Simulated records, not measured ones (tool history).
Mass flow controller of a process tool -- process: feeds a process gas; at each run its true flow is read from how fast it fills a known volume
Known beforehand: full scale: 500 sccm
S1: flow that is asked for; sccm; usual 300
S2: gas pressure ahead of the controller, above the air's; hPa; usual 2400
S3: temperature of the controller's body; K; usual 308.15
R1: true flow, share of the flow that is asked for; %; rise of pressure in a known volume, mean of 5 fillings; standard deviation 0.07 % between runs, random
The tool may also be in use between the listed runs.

run    hour   S1    S2      S3     R1
  1     0.0  300  2400  308.15  98.68
  2    59.4  300  2400  308.15  98.72
  3   113.4  300  2400  308.15  98.59
  4   169.0  327  2400  308.15  98.57
  5   206.2  327  2400  308.15  98.60
  6   273.0  300  2400  308.15  98.55
  7   311.0  300  2630  308.15  98.33
  8   366.6  300  2400  308.15  98.45
  9   440.9  121  2400  308.15  97.69
 10   516.5  121  2400  308.15  97.84
 11   592.5  121  2300  308.15  97.77
 12   649.4  121  2300  295.15  98.47
 13   685.5  121  2300  295.15  98.45
 14   718.2  300  2400  298.15  98.95
 15   749.0  300  2400  298.15  98.97
 16   817.2  300  2400  298.15  98.86
 17   867.6  172  2400  308.15  97.73
 18   940.9  172  2400  308.15  97.74
 19   992.1  172  2400  308.15  97.79
 20  1029.7  172  2400  308.15  97.78
 21  1064.6  300  2400  308.15  98.18
 22  1128.9  300  2180  308.15  98.19
 23  1171.0  300  2180  308.15  98.08
 24  1237.1   82  2400  308.15  97.30
 25  1276.3   82  1560  295.15  98.36
 26  1325.2   55  2620  293.15  97.98
 27  1376.0   55  2620  293.15  97.91
 28  1418.2   55  2620  293.15  97.97
 29  1475.7  483  2420  293.15  99.52
 30  1543.4  147  2720  310.15  97.30
 31  1599.4  147  2430  295.15  98.12
 32  1655.2  202  1660  301.15  98.08
 33  1729.2   95  1660  308.15  98.09
 34  1769.5  378  2620  306.15  99.00
 35  1832.0  378  2440  299.15  99.45
 36  1884.9  252  1520  311.15  98.39
 37  1921.7  252  1520  311.15  98.37
 38  1996.7  252  1520  311.15  98.21
 39  2070.4  188  2740  311.15  97.88
 40  2133.9   56  1470  312.15  97.52
 41  2190.1  387  2400  302.15  99.08
 42  2251.2  387  2400  302.15  99.15
 43  2314.2   79  1820  308.15  97.63
 44  2380.4  300  1520  302.15  98.79
 45  2418.8  391  2710  297.15  99.30
 46  2478.4  337  1570  297.15  99.31
 47  2554.0  126  1450  308.15  97.88

Between the runs listed above, the log contained 1 entry, not reproduced here. Where in the sequence does each belong, and how does what the log doesn't record of the tool's condition differ from the listed run before to the listed run after?
After run 32, before run 33: gauge calibrated (hour 1689.4)
  drift of the gauge itself on true_pct, %: -0.69 -> -0.02
  measured less the result without the state, R1: -0.68 -> -0.01 %
